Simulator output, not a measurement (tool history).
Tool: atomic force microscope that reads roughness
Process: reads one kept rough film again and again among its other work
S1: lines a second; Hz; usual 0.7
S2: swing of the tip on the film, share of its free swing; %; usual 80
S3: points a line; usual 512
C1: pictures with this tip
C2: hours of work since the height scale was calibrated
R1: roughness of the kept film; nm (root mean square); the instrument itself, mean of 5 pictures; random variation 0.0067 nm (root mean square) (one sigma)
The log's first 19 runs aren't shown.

Run 20, day 5.133: usual settings but S1 3.821 Hz, S2 58 %, S3 732; C1 16; C2 87. Result: R1 1.269 nm (root mean square).
Run 21, day 5.35: usual settings but S1 1.937 Hz, S2 67 %; C1 27; C2 91. Result: R1 1.251 nm (root mean square).
Run 22, day 5.658: usual settings but S1 1.765 Hz, S2 70 %, S3 302; C1 44; C2 96. Result: R1 1.184 nm (root mean square).
At day 5.725: height scale calibrated on a step standard.
Run 23, day 5.862: usual settings but S2 84 %, S3 679; C1 53; C2 2. Result: R1 1.216 nm (root mean square).
Run 24, day 6.183: usual settings but S2 84 %, S3 679; C1 71; C2 7. Result: R1 1.182 nm (root mean square).
Run 25, day 6.404: usual settings but S2 84 %, S3 679; C1 83; C2 11. Result: R1 1.15 nm (root mean square).
Run 26, day 6.642: usual settings but S1 3.941 Hz, S2 83 %, S3 609; C1 96; C2 15. Result: R1 0.923 nm (root mean square).
Run 27, day 6.975: usual settings but S1 1.864 Hz, S2 83 %, S3 609; C1 114; C2 20. Result: R1 1.015 nm (root mean square).
At day 7.171: height scale calibrated on a step standard, once more.
Run 28, day 7.329: usual settings but S1 1.179 Hz, S2 66 %, S3 953; C1 131; C2 3. Result: R1 1.093 nm (root mean square).
Run 29, day 7.688: usual settings but S1 0.827 Hz, S3 790; C1 150; C2 8. Result: R1 1.048 nm (root mean square).
Run 30, day 7.85: usual settings but S1 0.827 Hz, S3 790; C1 159; C2 11. Result: R1 1.032 nm (root mean square).
Run 31, day 8.117: usual settings but S1 1.169 Hz, S2 84 %, S3 370; C1 174; C2 15. Result: R1 0.964 nm (root mean square).
Run 32, day 8.404: usual settings but S1 1.169 Hz, S2 69 %, S3 1021; C1 190; C2 20. Result: R1 0.994 nm (root mean square).
At day 8.554: new tip fitted.
Run 33, day 8.662: usual settings but S1 1.169 Hz, S2 69 %, S3 1021; C1 6; C2 24. Result: R1 1.328 nm (root mean square).
Run 34, day 8.854: usual settings but S3 479; C1 16; C2 27. Result: R1 1.305 nm (root mean square).
Run 35, day 9.221: usual settings but S1 0.649 Hz, S2 56 %, S3 311; C1 36; C2 33. Result: R1 1.287 nm (root mean square).
Run 36, day 9.542: usual settings but S1 0.649 Hz, S2 56 %, S3 311; C1 54; C2 38. Result: R1 1.228 nm (root mean square).

5 ways to go on from here, each from the tool as it stands after run 36. What would each give?
Run A, day 9.883: usual settings but S1 3.744 Hz, S2 71 %, S3 589; C1 72; C2 44. Result: R1 ?.
Run B, day 9.883: usual settings but S1 3.274 Hz, S2 55 %, S3 507; C1 72; C2 44. Result: R1 ?.
Run C, day 9.883: usual settings but S1 1.06 Hz, S2 67 %, S3 713; C1 72; C2 44. Result: R1 ?.
Run D, day 9.883: usual settings but S1 2.507 Hz, S2 70 %, S3 422; C1 72; C2 44. Result: R1 ?.
Run E, day 9.883: usual settings but S2 88 %, S3 365; C1 72; C2 44. Result: R1 ?.

run     R1
  A  1.081
  B   1.18
  C  1.197
  D  1.125
  E  1.148
Without the tool's hidden state the same runs would have given:
run     R1
  A  1.218
  B   1.33
  C  1.349
  D  1.268
  E  1.294
